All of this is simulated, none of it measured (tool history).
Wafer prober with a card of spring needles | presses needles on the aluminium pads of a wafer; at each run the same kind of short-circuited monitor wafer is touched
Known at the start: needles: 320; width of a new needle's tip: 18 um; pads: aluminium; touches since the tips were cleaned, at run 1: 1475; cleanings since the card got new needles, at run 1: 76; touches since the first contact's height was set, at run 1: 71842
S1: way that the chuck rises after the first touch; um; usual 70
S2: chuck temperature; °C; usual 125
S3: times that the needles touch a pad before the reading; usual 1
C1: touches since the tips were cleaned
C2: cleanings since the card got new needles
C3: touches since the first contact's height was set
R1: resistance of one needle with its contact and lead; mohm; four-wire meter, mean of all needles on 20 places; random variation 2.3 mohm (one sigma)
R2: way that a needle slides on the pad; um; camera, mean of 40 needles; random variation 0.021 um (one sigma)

run    hour  S1   S2  S3    C1   C2      C3   R1     R2
  1     0.0  70  125   1  1475   76   71842  267  11.89
       12.5  -- tips cleaned on abrasive film
       37.3  -- tips cleaned on abrasive film
       58.8  -- tips cleaned on abrasive film
  2    61.5  70  125   1   468   79   82477  270  11.89
       83.5  -- tips cleaned on abrasive film
      106.5  -- tips cleaned on abrasive film
  3   119.8  66  125   1  2300   81   92577  268  11.23
      128.4  -- tips cleaned on abrasive film
      152.8  -- tips cleaned on abrasive film
  4   167.9  66  125   1  2637   83  100917  265  11.21
      174.6  -- tips cleaned on abrasive film
      198.4  -- tips cleaned on abrasive film
  5   198.4  66  125   1     0   85  106182  268  11.21
      220.6  -- tips cleaned on abrasive film
      242.2  -- tips cleaned on abrasive film
  6   252.2  66  125   1  1733   87  115492  267  11.17
      264.2  -- tips cleaned on abrasive film
  7   280.4  70  125   1  2807   88  120381  263  11.90
      288.3  -- tips cleaned on abrasive film
      311.1  -- tips cleaned on abrasive film
  8   312.1  70  125   1   166   90  125855  268  11.89
      336.2  -- tips cleaned on abrasive film
      358.9  -- tips cleaned on abrasive film
  9   376.4  70  125   1  3052   92  137007  263  11.89
      381.7  -- tips cleaned on abrasive film
      404.7  -- tips cleaned on abrasive film
 10   423.7  70  125   1  3308   94  145198  269  11.88
      429.0  -- tips cleaned on abrasive film
      451.1  -- tips cleaned on abrasive film
 11   458.4  70  125   1  1260   96  151187  266  11.90
      472.6  -- tips cleaned on abrasive film
 12   486.2  70  125   1  2370   97  156015  264  11.89
      493.5  -- tips cleaned on abrasive film
      514.4  -- tips cleaned on abrasive film
 13   518.1  83  125   1   634   99  161513  263  14.14
      540.4  -- tips cleaned on abrasive film
      564.9  -- tips cleaned on abrasive film
 14   582.5  83  125   1  3065  101  172684  264  14.13
      587.8  -- tips cleaned on abrasive film
      612.7  -- tips cleaned on abrasive film
 15   612.8  83  125   1    12  103  177911  263  14.14
      635.6  -- tips cleaned on abrasive film
 16   655.2  83  125   1  3420  104  185274  267  14.12
      660.5  -- tips cleaned on abrasive film
      685.8  -- tips cleaned on abrasive film
 17   689.3  83  125   1   608  106  191156  266  14.09
      708.5  -- tips cleaned on abrasive film
 18   718.7  62  125   1  1774  107  196264  262  10.53
      732.3  -- tips cleaned on abrasive film
      754.8  -- tips cleaned on abrasive film
 19   772.6  70  106   2  3099  109  205591  261  11.87
      775.7  -- tips cleaned on abrasive film
      800.2  -- tips cleaned on abrasive film
 20   815.3  70  106   2  2621  111  212975  254  11.88
      822.6  -- tips cleaned on abrasive film
      844.4  -- tips cleaned on abrasive film
      867.8  -- tips cleaned on abrasive film
 21   873.9  86   63   1  1067  114  223123  247  14.58
      892.9  -- tips cleaned on abrasive film
 22   909.7  86   63   1  2920  115  229314  245  14.62
      915.1  -- tips cleaned on abrasive film
      941.1  -- tips cleaned on abrasive film
 23   958.0  70  125   2  2941  117  237693  269  11.90
      963.3  -- tips cleaned on abrasive film
      987.3  -- tips cleaned on abrasive film
     1008.5  -- tips cleaned on abrasive film
 24  1014.9  73   71   2  1124  120  247533  251  12.41
     1026.1  -- height of the first contact set anew
     1031.3  -- tips cleaned on abrasive film
     1053.3  -- tips cleaned on abrasive film
     1075.3  -- tips cleaned on abrasive film
 25  1075.3  57   62   1     0  123    8508  252   9.68
     1099.3  -- tips cleaned on abrasive film
 26  1117.4  72   31   1  3151  124   15817  237  12.21

Forecast run 27:
     1121.3  -- tips cleaned on abrasive film
     1145.0  -- tips cleaned on abrasive film
 27  1165.5  72  104   2  3561  126  24130   ?   ?

R1: 258 mohm
R2: 12.25 um
Without the tool's hidden state the same run would have given R1 257 mohm, R2 12.25 um.
